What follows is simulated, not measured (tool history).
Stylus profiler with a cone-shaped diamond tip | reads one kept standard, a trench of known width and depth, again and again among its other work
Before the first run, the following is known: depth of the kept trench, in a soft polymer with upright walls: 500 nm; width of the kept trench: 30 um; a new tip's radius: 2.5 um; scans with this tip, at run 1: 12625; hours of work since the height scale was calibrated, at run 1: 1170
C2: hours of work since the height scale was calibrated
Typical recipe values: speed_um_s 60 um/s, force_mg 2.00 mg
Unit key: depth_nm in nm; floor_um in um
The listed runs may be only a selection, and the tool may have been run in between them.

Run 1, hour 0.0: usual settings; scans with this tip 12625; C2 1170. Result: depth_nm 509.88 nm, floor_um 24.75 um.
Run 2, hour 40.7: usual settings; scans with this tip 12962; C2 1201. Result: depth_nm 510.09 nm, floor_um 24.67 um.
Run 3, hour 120.8: usual settings; scans with this tip 13624; C2 1262. Result: depth_nm 510.03 nm, floor_um 24.64 um.
Run 4, hour 177.4: usual settings; scans with this tip 14092; C2 1306. Result: depth_nm 510.18 nm, floor_um 24.54 um.
Run 5, hour 226.0: usual settings but force_mg 4.28 mg; scans with this tip 14494; C2 1343. Result: depth_nm 515.26 nm, floor_um 24.64 um.
Run 6, hour 292.9: usual settings but force_mg 4.28 mg; scans with this tip 15047; C2 1394. Result: depth_nm 515.14 nm, floor_um 24.57 um.
At hour 315.2: new tip fitted, height scale calibrated.
Run 7, hour 364.5: usual settings but force_mg 4.28 mg; scans with this tip 407; C2 38. Result: depth_nm 511.87 nm, floor_um 26.76 um.
Run 8, hour 434.6: usual settings but force_mg 4.28 mg; scans with this tip 987; C2 91. Result: depth_nm 511.74 nm, floor_um 26.65 um.
Run 9, hour 510.6: usual settings but speed_um_s 147 um/s, force_mg 4.28 mg; scans with this tip 1615; C2 150. Result: depth_nm 512.03 nm, floor_um 26.10 um.
At hour 516.9: height scale calibrated on a step standard.
Run 10, hour 572.2: usual settings but speed_um_s 147 um/s, force_mg 4.28 mg; scans with this tip 2121; C2 42. Result: depth_nm 512.23 nm, floor_um 26.10 um.
Run 11, hour 613.8: usual settings but speed_um_s 147 um/s, force_mg 4.28 mg; scans with this tip 2465; C2 74. Result: depth_nm 512.44 nm, floor_um 26.03 um.
Run 12, hour 658.7: usual settings but speed_um_s 147 um/s, force_mg 4.28 mg; scans with this tip 2836; C2 109. Result: depth_nm 512.47 nm, floor_um 25.96 um.
Run 13, hour 700.9: usual settings but speed_um_s 57 um/s, force_mg 3.05 mg; scans with this tip 3186; C2 141. Result: depth_nm 510.23 nm, floor_um 26.23 um.
At hour 719.6: height scale calibrated on a step standard, once more.
Run 14, hour 778.3: usual settings but speed_um_s 63 um/s, force_mg 2.55 mg; scans with this tip 3821; C2 45. Result: depth_nm 507.96 nm, floor_um 26.08 um.
Run 15, hour 864.3: usual settings but speed_um_s 109 um/s, force_mg 5.75 mg; scans with this tip 4533; C2 111. Result: depth_nm 514.41 nm, floor_um 25.88 um.
Run 16, hour 915.1: usual settings but speed_um_s 150 um/s, force_mg 2.47 mg; scans with this tip 4952; C2 150. Result: depth_nm 508.37 nm, floor_um 25.48 um.
Run 17, hour 987.7: usual settings but speed_um_s 150 um/s, force_mg 2.47 mg; scans with this tip 5553; C2 205. Result: depth_nm 508.62 nm, floor_um 25.32 um.
Run 18, hour 1070.2: usual settings but speed_um_s 44 um/s, force_mg 0.70 mg; scans with this tip 6235; C2 269. Result: depth_nm 503.94 nm, floor_um 25.61 um.
Run 19, hour 1155.3: usual settings but speed_um_s 51 um/s, force_mg 0.76 mg; scans with this tip 6939; C2 334. Result: depth_nm 504.41 nm, floor_um 25.50 um.
Run 20, hour 1249.5: usual settings but speed_um_s 63 um/s, force_mg 4.62 mg; scans with this tip 7717; C2 406. Result: depth_nm 513.45 nm, floor_um 25.60 um.
Run 21, hour 1329.3: usual settings but speed_um_s 95 um/s; scans with this tip 8378; C2 467. Result: depth_nm 508.09 nm, floor_um 25.19 um.
Run 22, hour 1419.4: usual settings but speed_um_s 171 um/s, force_mg 1.95 mg; scans with this tip 9123; C2 536. Result: depth_nm 508.35 nm, floor_um 24.64 um.
Run 23, hour 1485.4: usual settings but speed_um_s 129 um/s; scans with this tip 9668; C2 587. Result: depth_nm 508.72 nm, floor_um 24.84 um.

Consider 3 possible next runs. They are alternatives, not a sequence: every one starts from the tool as it was left by run 23. What does each give?
Run A, hour 1561.5: usual settings but speed_um_s 50 um/s, force_mg 1.09 mg; scans with this tip 10298; C2 645. Result: depth_nm ?, floor_um ?.
Run B, hour 1561.5: usual settings but force_mg 2.67 mg; scans with this tip 10298; C2 645. Result: depth_nm ?, floor_um ?.
Run C, hour 1561.5: usual settings but speed_um_s 30 um/s, force_mg 2.25 mg; scans with this tip 10298; C2 645. Result: depth_nm ?, floor_um ?.

run  depth_nm  floor_um
  A    506.43     25.06
  B    510.25     25.17
  C    508.93     25.31
Had the tool no hidden state, the same runs would have come out as:
run  depth_nm  floor_um
  A    504.88     26.55
  B    508.69     26.66
  C    507.38     26.80
